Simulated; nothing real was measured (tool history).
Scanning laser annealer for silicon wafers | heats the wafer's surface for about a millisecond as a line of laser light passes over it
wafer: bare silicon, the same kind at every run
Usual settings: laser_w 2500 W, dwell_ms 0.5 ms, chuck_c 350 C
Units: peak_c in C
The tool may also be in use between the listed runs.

Run 1, day 0: usual settings. Result: peak_c 1046 C.
Run 2, day 2.483: usual settings. Result: peak_c 1045 C.
Run 3, day 5.308: usual settings. Result: peak_c 1041 C.
Run 4, day 6.917: usual settings. Result: peak_c 1041 C.
Run 5, day 8.912: usual settings. Result: peak_c 1041 C.
Run 6, day 10.446: usual settings. Result: peak_c 1037 C.
Run 7, day 12.175: usual settings. Result: peak_c 1041 C.
Run 8, day 14.183: usual settings but laser_w 2230 W. Result: peak_c 952 C.
Run 9, day 16.425: usual settings but laser_w 2524 W. Result: peak_c 1040 C.
Run 10, day 18.071: usual settings but laser_w 2524 W. Result: peak_c 1044 C.
Run 11, day 20.933: usual settings but laser_w 2524 W, chuck_c 336 C. Result: peak_c 1025 C.
Run 12, day 23.833: usual settings but laser_w 2524 W, chuck_c 336 C. Result: peak_c 1024 C.
Run 13, day 25.571: usual settings but dwell_ms 0.527 ms. Result: peak_c 1047 C.
Run 14, day 27.158: usual settings but laser_w 2457 W. Result: peak_c 1017 C.
Run 15, day 28.65: usual settings but laser_w 2457 W. Result: peak_c 1012 C.
Run 16, day 30.488: usual settings but laser_w 2457 W. Result: peak_c 1010 C.
Run 17, day 33.258: usual settings but laser_w 2457 W. Result: peak_c 1011 C.
Run 18, day 35.854: usual settings but laser_w 2707 W, dwell_ms 0.426 ms, chuck_c 329 C. Result: peak_c 1008 C.
Run 19, day 37.167: usual settings but laser_w 2707 W, dwell_ms 0.426 ms, chuck_c 324 C. Result: peak_c 998 C.

5 ways to go on from here, each from the tool as it stands after run 19. What would each give?
Run A, day 39.542: usual settings but laser_w 2474 W, dwell_ms 0.416 ms, chuck_c 361 C. Result: peak_c ?.
Run B, day 39.542: usual settings but laser_w 2707 W, dwell_ms 0.58 ms, chuck_c 343 C. Result: peak_c ?.
Run C, day 39.542: usual settings but chuck_c 347 C. Result: peak_c ?.
Run D, day 39.542: usual settings but laser_w 2401 W, dwell_ms 0.426 ms, chuck_c 324 C. Result: peak_c ?.
Run E, day 39.542: usual settings but laser_w 2707 W, dwell_ms 0.581 ms, chuck_c 324 C. Result: peak_c ?.

run  peak_c
  A     962
  B    1137
  C    1018
  D     912
  E    1119
Without the tool's hidden state the same runs would have given:
run  peak_c
  A     992
  B    1176
  C    1051
  D     941
  E    1158
